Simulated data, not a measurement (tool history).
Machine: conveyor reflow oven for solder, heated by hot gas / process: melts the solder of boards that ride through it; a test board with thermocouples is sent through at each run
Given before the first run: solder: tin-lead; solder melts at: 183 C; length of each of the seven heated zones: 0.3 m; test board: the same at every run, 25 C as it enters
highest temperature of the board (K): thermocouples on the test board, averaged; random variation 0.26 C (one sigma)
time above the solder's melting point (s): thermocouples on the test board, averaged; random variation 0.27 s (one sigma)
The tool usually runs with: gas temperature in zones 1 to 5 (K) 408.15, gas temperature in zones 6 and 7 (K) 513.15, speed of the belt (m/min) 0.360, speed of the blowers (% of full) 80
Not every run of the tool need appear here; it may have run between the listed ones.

run	hour	gas temperature in zones 1 to 5 (K)	gas temperature in zones 6 and 7 (K)	speed of the belt (m/min)	speed of the blowers (% of full)	highest temperature of the board (K)	time above the solder's melting point (s)
1	0.0	408.15	513.15	0.360	80	496.05	78.9
2	9.8	408.15	513.15	0.360	90	498.55	81.6
3	20.0	408.15	513.15	0.360	65	490.85	72.8
4	30.9	408.15	513.15	0.360	65	490.65	73.0
5	39.7	410.15	513.15	0.360	80	495.95	79.9
6	52.1	410.15	513.15	0.360	80	496.05	79.8
7	68.3	412.15	513.15	0.360	80	496.25	80.5
8	79.3	408.15	513.15	0.360	80	495.45	78.9
9	92.0	408.15	513.15	0.360	66	490.55	72.7
10	102.0	408.15	513.15	0.360	66	490.35	73.5
11	117.7	398.15	513.15	0.360	80	493.85	72.9
12	128.1	398.15	513.15	0.360	80	493.95	72.8
13	140.3	398.15	513.15	0.360	80	493.75	72.8
14	149.1	398.15	513.15	0.360	80	493.45	72.4
15	164.4	398.15	513.15	0.360	80	493.65	72.8
16	171.4	414.15	523.15	0.346	56	496.95	85.1
17	186.1	414.15	523.15	0.346	56	496.95	84.9
18	198.8	414.15	523.15	0.346	56	496.85	85.4
19	213.9	408.15	513.15	0.360	63	489.35	70.8
20	222.2	408.15	513.15	0.360	63	488.45	70.9
21	235.8	408.15	520.15	0.385	80	498.65	75.5
22	244.5	408.15	512.15	0.340	80	495.95	83.5
23	251.8	408.15	513.15	0.430	80	488.35	58.2
24	266.0	408.15	513.15	0.430	80	488.35	58.3
25	278.4	415.15	513.15	0.380	80	494.35	76.1
26	285.9	408.15	513.15	0.400	76	489.55	64.3
27	299.1	408.15	518.15	0.360	80	499.25	81.6
28	310.3	394.15	518.15	0.429	80	488.75	54.3
29	322.7	394.15	518.15	0.429	80	488.65	54.0
30	339.0	396.15	513.15	0.360	80	492.05	70.8

Consider 4 possible next runs. They are alternatives, not a sequence: every one starts from the tool as it was left by run 30. What does each give?
A	354.6	396.15	512.15	0.360	80	?	?
B	354.6	415.15	513.15	0.414	61	?	?
C	354.6	396.15	513.15	0.360	77	?	?
D	354.6	396.15	521.15	0.360	80	?	?

run	highest temperature of the board (K)	time above the solder's melting point (s)
A	491.15	70.0
B	483.05	57.1
C	491.55	69.3
D	499.45	77.0
With no hidden state in the tool, these same runs would have given:
run	highest temperature of the board (K)	time above the solder's melting point (s)
A	493.25	72.0
B	484.75	59.1
C	493.65	71.3
D	501.55	78.5
